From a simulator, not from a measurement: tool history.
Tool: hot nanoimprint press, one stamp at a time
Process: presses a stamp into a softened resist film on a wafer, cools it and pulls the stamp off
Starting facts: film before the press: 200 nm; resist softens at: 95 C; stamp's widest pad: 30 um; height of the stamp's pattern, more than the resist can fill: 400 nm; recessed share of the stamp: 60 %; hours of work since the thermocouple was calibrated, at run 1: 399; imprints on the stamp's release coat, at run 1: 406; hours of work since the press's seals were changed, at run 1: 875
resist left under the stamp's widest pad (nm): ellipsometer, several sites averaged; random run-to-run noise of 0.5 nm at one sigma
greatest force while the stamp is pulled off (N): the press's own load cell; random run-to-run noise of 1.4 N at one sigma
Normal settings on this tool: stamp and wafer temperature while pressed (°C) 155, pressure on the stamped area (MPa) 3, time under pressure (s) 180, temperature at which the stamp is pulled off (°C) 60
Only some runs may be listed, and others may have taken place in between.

run,hour,stamp and wafer temperature while pressed (°C),pressure on the stamped area (MPa),time under pressure (s),temperature at which the stamp is pulled off (°C),hours of work since the thermocouple was calibrated,imprints on the stamp's release coat,hours of work since the press's seals were changed,resist left under the stamp's widest pad (nm),greatest force while the stamp is pulled off (N)
1,0,155,3,180,60,399,406,875,72.1,175
2,25.1,155,3,180,60,415,515,892,71.6,174
3,51,150,3,180,60,432,626,908,88.5,172
# hour 63.3: stamp cleaned and given a new release coat
# hour 75.9: plate thermocouple calibrated
4,105,155,3,180,60,19,167,937,71.8,173
5,136.1,155,3,180,60,39,301,957,72.3,173
6,172.3,155,3,180,60,62,457,981,71.5,175
7,192.7,144,3,180,60,75,546,994,112.2,170
# hour 225.6: stamp cleaned and given a new release coat
8,228.6,144,3,180,60,95,13,1013,111.3,173
9,268,144,3,180,60,120,183,1039,114.2,172
10,288.1,144,3,180,60,133,270,1052,113.1,172
11,321.1,144,3,180,60,154,412,1073,113.8,172
12,352.3,155,3,180,52,175,546,1093,72.1,208
# hour 382.1: stamp cleaned and given a new release coat
13,389.4,155,3,156,60,195,31,1113,75.2,171
14,416.9,155,3,156,60,212,150,1131,77.1,172
15,453.3,156,1.85,180,68,236,307,1154,89.5,143
16,472.7,146,3.48,305,60,248,390,1167,80.1,172
17,502.6,167,3.28,305,60,268,519,1186,34.5,172
18,522.6,155,4.67,180,64,281,606,1199,55.7,158
# hour 539: stamp cleaned and given a new release coat
19,575.2,150,4.35,95,60,311,156,1229,92.1,170
20,613.2,155,2.99,203,60,335,320,1254,69,172
21,653.6,155,2.99,203,60,361,495,1280,68.4,174
# hour 698: stamp cleaned and given a new release coat
22,701.8,154,3.64,180,60,389,17,1307,68,171
23,732.8,151,2.48,195,60,409,150,1327,91.5,173
# hour 752.9: press's hydraulic seals changed and the load cell set to zero
24,780.2,155,3,180,50,434,320,18,72.4,212
# hour 796.2: plate thermocouple calibrated
25,811.2,144,2.12,144,50,10,441,36,138.4,211
26,840.3,146,4.26,144,64,28,566,54,94.7,158
# hour 867.9: stamp cleaned and given a new release coat
27,887.9,148,1.87,164,60,55,86,81,123.8,171

Predict each of these 5 candidate next runs independently; none follows another, all start after run 27:
A,913.7,144,1.87,103,60,72,197,98,?,?
B,913.7,148,3,180,60,72,197,98,?,?
C,913.7,148,2.82,124,60,72,197,98,?,?
D,913.7,143,1.87,164,60,72,197,98,?,?
E,913.7,148,1.87,232,60,72,197,98,?,?

run,resist left under the stamp's widest pad (nm),greatest force while the stamp is pulled off (N)
A,153.4,173
B,96.5,171
C,112.3,171
D,143.4,174
E,111.2,174
Without the tool's hidden state the same runs would have given:
run,resist left under the stamp's widest pad (nm),greatest force while the stamp is pulled off (N)
A,153.4,173
B,96.5,170
C,112.3,171
D,143.4,173
E,111.2,174
